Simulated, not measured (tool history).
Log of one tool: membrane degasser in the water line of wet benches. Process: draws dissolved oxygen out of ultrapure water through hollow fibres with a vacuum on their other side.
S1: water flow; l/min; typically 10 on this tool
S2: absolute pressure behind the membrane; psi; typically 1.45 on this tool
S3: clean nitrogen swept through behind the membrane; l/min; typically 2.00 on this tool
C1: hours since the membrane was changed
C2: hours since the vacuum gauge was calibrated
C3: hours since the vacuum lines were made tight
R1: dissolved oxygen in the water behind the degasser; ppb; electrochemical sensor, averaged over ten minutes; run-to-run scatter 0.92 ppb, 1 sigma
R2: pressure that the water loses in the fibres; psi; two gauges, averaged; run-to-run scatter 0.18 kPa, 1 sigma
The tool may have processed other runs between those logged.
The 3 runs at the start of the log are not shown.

run,hour,S1,S2,S3,C1,C2,C3,R1,R2
4,457.0,10,1.62,2.00,477,780,4596,102.4,4.355
5,672.1,10,1.62,2.00,692,995,4812,103.0,4.367
6,785.3,10,3.10,2.00,805,1108,4925,224.6,4.389
# hour 867.6: seals of the vacuum lines changed
7,963.3,10,2.44,2.00,981,1284,96,168.4,4.427
8,1179.5,10,1.45,2.00,1198,1501,312,90.1,4.415
9,1272.0,10,1.45,5.60,1290,1593,404,34.9,4.434
10,1492.2,10,1.45,5.60,1510,1813,625,36.5,4.380
11,1635.4,10,1.45,5.60,1653,1957,768,35.3,4.373
12,1796.6,10,1.45,5.60,1815,2118,929,35.8,4.425
13,2003.5,10,1.45,5.60,2022,2325,1136,36.1,4.502
14,2104.5,12,1.45,2.00,2123,2426,1237,114.7,5.300
15,2270.3,10,1.45,2.00,2288,2592,1403,90.7,4.416
16,2378.1,10,1.45,2.00,2396,2699,1510,90.9,4.454
17,2596.4,10,1.45,4.79,2614,2918,1729,41.4,4.434
18,2734.5,6,1.94,4.81,2753,3056,1867,33.0,2.686
19,2855.5,7,2.57,4.52,2874,3177,1988,59.4,3.097

Estimate the outcome of run 20 from the log above:
20,2995.3,15,1.71,5.56,3013,3316,2128,?,?

R1: 91.8 ppb
R2: 6.689 psi
Take away the tool's hidden state, keep the run-to-run variation as it was, and the same run would have given R1 85.5 ppb, R2 6.550 psi.

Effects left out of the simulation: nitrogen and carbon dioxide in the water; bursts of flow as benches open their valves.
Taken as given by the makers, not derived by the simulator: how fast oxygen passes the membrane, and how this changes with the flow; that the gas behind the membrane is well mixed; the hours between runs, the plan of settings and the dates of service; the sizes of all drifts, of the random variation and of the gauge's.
